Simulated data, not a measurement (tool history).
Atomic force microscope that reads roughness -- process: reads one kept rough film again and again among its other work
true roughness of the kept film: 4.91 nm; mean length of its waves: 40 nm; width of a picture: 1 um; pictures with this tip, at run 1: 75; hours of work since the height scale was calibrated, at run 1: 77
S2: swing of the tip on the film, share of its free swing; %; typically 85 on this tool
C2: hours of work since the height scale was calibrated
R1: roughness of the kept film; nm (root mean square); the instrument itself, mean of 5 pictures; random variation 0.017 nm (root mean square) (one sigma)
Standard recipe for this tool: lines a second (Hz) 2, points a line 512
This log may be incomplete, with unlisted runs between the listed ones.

run 1 hour=0 | lines_a_second_(Hz)=2 S2=85 points_a_line=512 | pictures_with_this_tip=75 C2=77 | R1=3.682
run 2 hour=5.9 | lines_a_second_(Hz)=0.78 S2=85 points_a_line=512 | pictures_with_this_tip=81 C2=81 | R1=3.844
run 3 hour=16.7 | lines_a_second_(Hz)=0.78 S2=85 points_a_line=512 | pictures_with_this_tip=92 C2=88 | R1=3.801
run 4 hour=22.7 | lines_a_second_(Hz)=0.78 S2=85 points_a_line=512 | pictures_with_this_tip=98 C2=92 | R1=3.754
run 5 hour=28.7 | lines_a_second_(Hz)=0.78 S2=85 points_a_line=512 | pictures_with_this_tip=104 C2=96 | R1=3.715
run 6 hour=38.7 | lines_a_second_(Hz)=0.78 S2=85 points_a_line=512 | pictures_with_this_tip=115 C2=102 | R1=3.68
run 7 hour=43.5 | lines_a_second_(Hz)=0.78 S2=85 points_a_line=512 | pictures_with_this_tip=120 C2=106 | R1=3.649
run 8 hour=48.3 | lines_a_second_(Hz)=2 S2=85 points_a_line=282 | pictures_with_this_tip=125 C2=109 | R1=3.414
run 9 hour=59.1 | lines_a_second_(Hz)=2 S2=85 points_a_line=282 | pictures_with_this_tip=136 C2=116 | R1=3.345
run 10 hour=64.6 | lines_a_second_(Hz)=1.83 S2=85 points_a_line=282 | pictures_with_this_tip=142 C2=120 | R1=3.354
run 11 hour=72.8 | lines_a_second_(Hz)=1.83 S2=85 points_a_line=282 | pictures_with_this_tip=150 C2=125 | R1=3.315
run 12 hour=78 | lines_a_second_(Hz)=1.83 S2=85 points_a_line=282 | pictures_with_this_tip=155 C2=129 | R1=3.288
run 13 hour=83.4 | lines_a_second_(Hz)=2 S2=85 points_a_line=512 | pictures_with_this_tip=161 C2=132 | R1=3.243
run 14 hour=87.8 | lines_a_second_(Hz)=2 S2=62 points_a_line=512 | pictures_with_this_tip=166 C2=135 | R1=3.47
run 15 hour=93 | lines_a_second_(Hz)=2 S2=85 points_a_line=883 | pictures_with_this_tip=171 C2=139 | R1=3.228
-- hour=96.6 new tip fitted
run 16 hour=101.2 | lines_a_second_(Hz)=2 S2=74 points_a_line=512 | pictures_with_this_tip=5 C2=144 | R1=4.232
run 17 hour=106.1 | lines_a_second_(Hz)=2 S2=85 points_a_line=512 | pictures_with_this_tip=10 C2=147 | R1=3.999
run 18 hour=113.1 | lines_a_second_(Hz)=2 S2=85 points_a_line=512 | pictures_with_this_tip=17 C2=152 | R1=4.005
run 19 hour=119.1 | lines_a_second_(Hz)=2 S2=85 points_a_line=512 | pictures_with_this_tip=23 C2=156 | R1=3.941
run 20 hour=124.2 | lines_a_second_(Hz)=2 S2=85 points_a_line=512 | pictures_with_this_tip=29 C2=159 | R1=3.933
run 21 hour=131 | lines_a_second_(Hz)=2 S2=85 points_a_line=512 | pictures_with_this_tip=36 C2=163 | R1=3.862
run 22 hour=135.4 | lines_a_second_(Hz)=2 S2=88 points_a_line=512 | pictures_with_this_tip=40 C2=166 | R1=3.802
run 23 hour=146.3 | lines_a_second_(Hz)=2 S2=88 points_a_line=512 | pictures_with_this_tip=51 C2=174 | R1=3.703
run 24 hour=155.2 | lines_a_second_(Hz)=2 S2=81 points_a_line=512 | pictures_with_this_tip=61 C2=180 | R1=3.771
run 25 hour=164.7 | lines_a_second_(Hz)=2 S2=85 points_a_line=512 | pictures_with_this_tip=70 C2=186 | R1=3.661
run 26 hour=174.2 | lines_a_second_(Hz)=2 S2=85 points_a_line=512 | pictures_with_this_tip=80 C2=192 | R1=3.6
run 27 hour=181.4 | lines_a_second_(Hz)=2 S2=85 points_a_line=512 | pictures_with_this_tip=88 C2=197 | R1=3.567
run 28 hour=190 | lines_a_second_(Hz)=3.7 S2=60 points_a_line=512 | pictures_with_this_tip=97 C2=203 | R1=3.733
run 29 hour=195 | lines_a_second_(Hz)=1.36 S2=85 points_a_line=345 | pictures_with_this_tip=102 C2=206 | R1=3.608
run 30 hour=200.7 | lines_a_second_(Hz)=2 S2=85 points_a_line=701 | pictures_with_this_tip=108 C2=210 | R1=3.47
run 31 hour=206.1 | lines_a_second_(Hz)=0.94 S2=85 points_a_line=632 | pictures_with_this_tip=113 C2=213 | R1=3.621
run 32 hour=212.4 | lines_a_second_(Hz)=1.17 S2=85 points_a_line=654 | pictures_with_this_tip=120 C2=217 | R1=3.563
run 33 hour=219.9 | lines_a_second_(Hz)=2.9 S2=85 points_a_line=974 | pictures_with_this_tip=127 C2=222 | R1=3.266
run 34 hour=228.6 | lines_a_second_(Hz)=2.9 S2=56 points_a_line=492 | pictures_with_this_tip=136 C2=228 | R1=3.561
run 35 hour=235.4 | lines_a_second_(Hz)=2.9 S2=56 points_a_line=492 | pictures_with_this_tip=143 C2=233 | R1=3.517
run 36 hour=242.9 | lines_a_second_(Hz)=2.9 S2=56 points_a_line=492 | pictures_with_this_tip=151 C2=238 | R1=3.513
run 37 hour=249.2 | lines_a_second_(Hz)=0.92 S2=64 points_a_line=492 | pictures_with_this_tip=158 C2=242 | R1=3.491
run 38 hour=258 | lines_a_second_(Hz)=2 S2=71 points_a_line=859 | pictures_with_this_tip=167 C2=248 | R1=3.369
-- hour=265.2 new tip fitted
run 39 hour=265.2 | lines_a_second_(Hz)=3.08 S2=70 points_a_line=859 | pictures_with_this_tip=0 C2=252 | R1=4.175
run 40 hour=274.4 | lines_a_second_(Hz)=2 S2=66 points_a_line=610 | pictures_with_this_tip=9 C2=258 | R1=4.24
run 41 hour=280.9 | lines_a_second_(Hz)=0.63 S2=63 points_a_line=610 | pictures_with_this_tip=16 C2=263 | R1=4.311
run 42 hour=290.3 | lines_a_second_(Hz)=0.63 S2=63 points_a_line=610 | pictures_with_this_tip=26 C2=269 | R1=4.233
run 43 hour=296.2 | lines_a_second_(Hz)=0.63 S2=63 points_a_line=610 | pictures_with_this_tip=32 C2=273 | R1=4.193
run 44 hour=302.2 | lines_a_second_(Hz)=0.63 S2=63 points_a_line=610 | pictures_with_this_tip=38 C2=277 | R1=4.173
run 45 hour=311.5 | lines_a_second_(Hz)=0.72 S2=63 points_a_line=676 | pictures_with_this_tip=48 C2=283 | R1=4.088
run 46 hour=316.7 | lines_a_second_(Hz)=2.36 S2=86 points_a_line=676 | pictures_with_this_tip=53 C2=286 | R1=3.645
run 47 hour=323.6 | lines_a_second_(Hz)=2.36 S2=86 points_a_line=642 | pictures_with_this_tip=60 C2=291 | R1=3.618
run 48 hour=329.8 | lines_a_second_(Hz)=2 S2=63 points_a_line=374 | pictures_with_this_tip=66 C2=295 | R1=3.898
run 49 hour=334.4 | lines_a_second_(Hz)=2 S2=63 points_a_line=374 | pictures_with_this_tip=71 C2=298 | R1=3.905
run 50 hour=340.7 | lines_a_second_(Hz)=0.97 S2=85 points_a_line=512 | pictures_with_this_tip=78 C2=302 | R1=3.799
run 51 hour=349.1 | lines_a_second_(Hz)=0.97 S2=85 points_a_line=512 | pictures_with_this_tip=86 C2=308 | R1=3.725
run 52 hour=354.8 | lines_a_second_(Hz)=0.92 S2=71 points_a_line=940 | pictures_with_this_tip=92 C2=312 | R1=3.807

A few steps of R1 between consecutive runs. Split each: what settings, incoming material and random variation would produce without the hidden state, and what is left over for the hidden state, along with gauge scatter present in only one of the two compared results (measured, and without hidden state):
The hidden state here: radius of the tip, nm; height scale over the true one, %; drift of the gauge itself on roughness_nm, %.
Run 15 -> 16: S2 85 -> 74, points a line 883 -> 512, new tip fitted. R1 +1.004 nm (root mean square): hidden state +0.86, all else +0.144.
Run 33 -> 34: S2 85 -> 56, points a line 974 -> 492. R1 +0.295 nm (root mean square): hidden state -0.115, all else +0.41.
Run 38 -> 39: lines a second (Hz) 2 -> 3.08, S2 71 -> 70, new tip fitted. R1 +0.806 nm (root mean square): hidden state +0.898, all else -0.092.
Run 45 -> 46: lines a second (Hz) 0.72 -> 2.36, S2 63 -> 86. R1 -0.443 nm (root mean square): hidden state +0.008, all else -0.451.
